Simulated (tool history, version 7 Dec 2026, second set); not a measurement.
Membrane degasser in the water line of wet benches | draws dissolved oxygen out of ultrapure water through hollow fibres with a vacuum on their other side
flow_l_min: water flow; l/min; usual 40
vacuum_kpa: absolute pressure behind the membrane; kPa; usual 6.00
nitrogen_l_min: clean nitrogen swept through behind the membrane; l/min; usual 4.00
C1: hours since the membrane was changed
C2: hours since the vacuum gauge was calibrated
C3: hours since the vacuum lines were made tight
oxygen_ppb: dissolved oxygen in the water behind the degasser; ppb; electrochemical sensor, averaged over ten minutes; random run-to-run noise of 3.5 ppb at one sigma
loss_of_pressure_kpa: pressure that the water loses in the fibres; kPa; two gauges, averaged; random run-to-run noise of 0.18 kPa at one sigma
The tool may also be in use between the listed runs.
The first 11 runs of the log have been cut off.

Run 12, hour 636.0: usual settings but flow_l_min 34 l/min, vacuum_kpa 8.83 kPa; C1 2822; C2 3512; C3 7994. Result: oxygen_ppb 297.6 ppb, loss_of_pressure_kpa 27.30 kPa.
Run 13, hour 703.6: usual settings but flow_l_min 30 l/min, vacuum_kpa 8.83 kPa; C1 2890; C2 3579; C3 8061. Result: oxygen_ppb 224.2 ppb, loss_of_pressure_kpa 23.73 kPa.
Run 14, hour 774.5: usual settings but flow_l_min 30 l/min, vacuum_kpa 8.83 kPa; C1 2961; C2 3650; C3 8132. Result: oxygen_ppb 222.9 ppb, loss_of_pressure_kpa 24.03 kPa.
Run 15, hour 828.2: usual settings but flow_l_min 30 l/min, vacuum_kpa 8.83 kPa; C1 3014; C2 3704; C3 8186. Result: oxygen_ppb 225.7 ppb, loss_of_pressure_kpa 23.91 kPa.
Run 16, hour 883.1: usual settings but flow_l_min 30 l/min, vacuum_kpa 8.83 kPa; C1 3069; C2 3759; C3 8241. Result: oxygen_ppb 222.2 ppb, loss_of_pressure_kpa 23.85 kPa.
Run 17, hour 944.7: usual settings but flow_l_min 50 l/min, vacuum_kpa 5.70 kPa; C1 3131; C2 3820; C3 8303. Result: oxygen_ppb 556.3 ppb, loss_of_pressure_kpa 39.81 kPa.
Run 18, hour 995.7: usual settings but flow_l_min 35 l/min, vacuum_kpa 8.19 kPa, nitrogen_l_min 1.76 l/min; C1 3182; C2 3871; C3 8354. Result: oxygen_ppb 406.9 ppb, loss_of_pressure_kpa 27.97 kPa.
Run 19, hour 1031.8: usual settings but flow_l_min 35 l/min, vacuum_kpa 8.19 kPa, nitrogen_l_min 1.76 l/min; C1 3218; C2 3907; C3 8390. Result: oxygen_ppb 405.7 ppb, loss_of_pressure_kpa 28.03 kPa.
Run 20, hour 1109.2: usual settings but flow_l_min 49 l/min, nitrogen_l_min 7.17 l/min; C1 3295; C2 3985; C3 8467. Result: oxygen_ppb 520.4 ppb, loss_of_pressure_kpa 38.94 kPa.
Run 21, hour 1142.2: usual settings but flow_l_min 31 l/min, vacuum_kpa 5.09 kPa, nitrogen_l_min 7.17 l/min; C1 3328; C2 4018; C3 8500. Result: oxygen_ppb 160.1 ppb, loss_of_pressure_kpa 24.49 kPa.
At hour 1162.4: gauge calibrated.
Run 22, hour 1216.6: usual settings but flow_l_min 25 l/min, vacuum_kpa 5.09 kPa, nitrogen_l_min 10.43 l/min; C1 3403; C2 4092; C3 8574. Result: oxygen_ppb 79.3 ppb, loss_of_pressure_kpa 20.33 kPa.
Run 23, hour 1285.3: usual settings but flow_l_min 25 l/min, vacuum_kpa 5.09 kPa, nitrogen_l_min 10.43 l/min; C1 3471; C2 4161; C3 8643. Result: oxygen_ppb 78.5 ppb, loss_of_pressure_kpa 20.10 kPa.
Run 24, hour 1321.6: usual settings but vacuum_kpa 13.58 kPa; C1 3508; C2 4197; C3 8679. Result: oxygen_ppb 519.2 ppb, loss_of_pressure_kpa 32.64 kPa.
Run 25, hour 1382.8: usual settings but vacuum_kpa 13.58 kPa; C1 3569; C2 4258; C3 8741. Result: oxygen_ppb 514.2 ppb, loss_of_pressure_kpa 32.75 kPa.
Run 26, hour 1419.4: usual settings but nitrogen_l_min 4.17 l/min; C1 3605; C2 4295; C3 8777. Result: oxygen_ppb 351.9 ppb, loss_of_pressure_kpa 32.23 kPa.
Run 27, hour 1472.2: usual settings but vacuum_kpa 11.58 kPa, nitrogen_l_min 4.17 l/min; C1 3658; C2 4348; C3 8830. Result: oxygen_ppb 460.7 ppb, loss_of_pressure_kpa 32.30 kPa.
Run 28, hour 1521.7: usual settings but vacuum_kpa 4.00 kPa; C1 3708; C2 4397; C3 8879. Result: oxygen_ppb 312.0 ppb, loss_of_pressure_kpa 32.30 kPa.
Run 29, hour 1574.0: usual settings but flow_l_min 25 l/min, vacuum_kpa 4.00 kPa, nitrogen_l_min 5.24 l/min; C1 3760; C2 4450; C3 8932. Result: oxygen_ppb 75.5 ppb, loss_of_pressure_kpa 20.28 kPa.
Run 30, hour 1626.4: usual settings but vacuum_kpa 6.40 kPa; C1 3812; C2 4502; C3 8984. Result: oxygen_ppb 362.6 ppb, loss_of_pressure_kpa 32.23 kPa.
Run 31, hour 1669.5: usual settings but flow_l_min 37 l/min; C1 3856; C2 4545; C3 9027. Result: oxygen_ppb 291.7 ppb, loss_of_pressure_kpa 29.86 kPa.

Branching from run 31: 3 alternative next runs. What would each branch give?
Run A, hour 1741.5: usual settings but vacuum_kpa 13.25 kPa, nitrogen_l_min 1.78 l/min; C1 3928; C2 4617; C3 9099. Result: oxygen_ppb ?, loss_of_pressure_kpa ?.
Run B, hour 1741.5: usual settings but flow_l_min 38 l/min, vacuum_kpa 14.32 kPa, nitrogen_l_min 7.55 l/min; C1 3928; C2 4617; C3 9099. Result: oxygen_ppb ?, loss_of_pressure_kpa ?.
Run C, hour 1741.5: usual settings but flow_l_min 41 l/min, vacuum_kpa 10.75 kPa, nitrogen_l_min 3.03 l/min; C1 3928; C2 4617; C3 9099. Result: oxygen_ppb ?, loss_of_pressure_kpa ?.

run  oxygen_ppb  loss_of_pressure_kpa
  A       729.2                 32.57
  B       375.8                 30.60
  C       526.0                 32.98
Take away the tool's hidden state, keep each run's random variation, and the runs would have read:
run  oxygen_ppb  loss_of_pressure_kpa
  A       728.2                 33.01
  B       375.1                 31.01
  C       525.2                 33.42
